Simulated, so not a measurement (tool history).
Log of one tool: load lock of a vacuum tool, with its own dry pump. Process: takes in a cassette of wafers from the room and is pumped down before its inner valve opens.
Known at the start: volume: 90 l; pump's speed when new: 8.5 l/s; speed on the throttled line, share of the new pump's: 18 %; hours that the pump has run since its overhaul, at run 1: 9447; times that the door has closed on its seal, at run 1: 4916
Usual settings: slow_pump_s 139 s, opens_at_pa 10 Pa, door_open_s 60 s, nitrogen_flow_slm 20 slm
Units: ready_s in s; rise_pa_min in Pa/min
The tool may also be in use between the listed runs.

run	day	slow_pump_s	opens_at_pa	door_open_s	nitrogen_flow_slm	hours that the pump has run since its overhaul	times that the door has closed on its seal	incoming humidity of the room's air, %	ready_s	rise_pa_min
1	0	139	10	60	20	9447	4916	44.2	219	0.049
2	4.542	139	10	60	20	9556	5212	45.2	217.9	0.05
3	7.979	139	10	60	20	9639	5436	43.5	219	0.043
4	15.6	139	10	60	20	9822	5933	46.4	218.9	0.047
5	20	139	10	60	20	9927	6220	42.2	219	0.047
6	27.404	139	10	60	20	10105	6702	46.7	220.3	0.051
7	31.754	139	10	60	20	10210	6986	46.9	220.8	0.055
8	36.388	139	10	60	20	10321	7288	43.4	221.7	0.046
9	43.975	139	10	60	20	10503	7783	48.3	219.6	0.051
10	49.788	139	10	60	20	10642	8162	43.6	219.3	0.054
11	54.433	74	10	60	20	10754	8465	48.4	169.6	0.058
12	57.954	74	10	60	20	10838	8694	45.7	167.8	0.056
13	61.662	97	10	40	20	10927	8936	46.2	186.3	0.049
14	65.212	97	10	40	20	11013	9168	44.6	187	0.048
15	69.642	188	11	40	4	11119	9456	43.9	256.5	0.063
16	73.446	150	10	44	20	11210	9704	43.8	229.8	0.054
17	78.871	139	12	60	20	11340	10058	46.7	219.8	0.058
18	84.304	75	9	132	24	11471	10412	42	171.4	0.059
19	88.425	96	10	49	38	11570	10681	46.3	186.7	0.052
20	95.05	270	10	49	38	11729	11113	43.6	323.8	0.05
21	102.412	259	12	99	39	11905	11593	47.4	316.5	0.059
22	107.871	171	10	35	20	12036	11949	47.3	246.2	0.059
23	112.408	140	10	60	37	12145	12245	45.1	224.1	0.057

4 ways to go on from here, each from the tool as it stands after run 23. What would each give?
A	117.117	123	10	44	37	12258	12552	46.2	?	?
B	117.117	143	13	213	20	12258	12552	46.8	?	?
C	117.117	140	10	80	37	12258	12552	47.1	?	?
D	117.117	139	10	147	20	12258	12552	44	?	?

run	ready_s	rise_pa_min
A	209.5	0.054
B	221.4	0.096
C	220.6	0.056
D	221	0.083
Without the tool's hidden state the same runs would have given:
run	ready_s	rise_pa_min
A	200	0.032
B	213	0.074
C	211.8	0.034
D	212.1	0.061

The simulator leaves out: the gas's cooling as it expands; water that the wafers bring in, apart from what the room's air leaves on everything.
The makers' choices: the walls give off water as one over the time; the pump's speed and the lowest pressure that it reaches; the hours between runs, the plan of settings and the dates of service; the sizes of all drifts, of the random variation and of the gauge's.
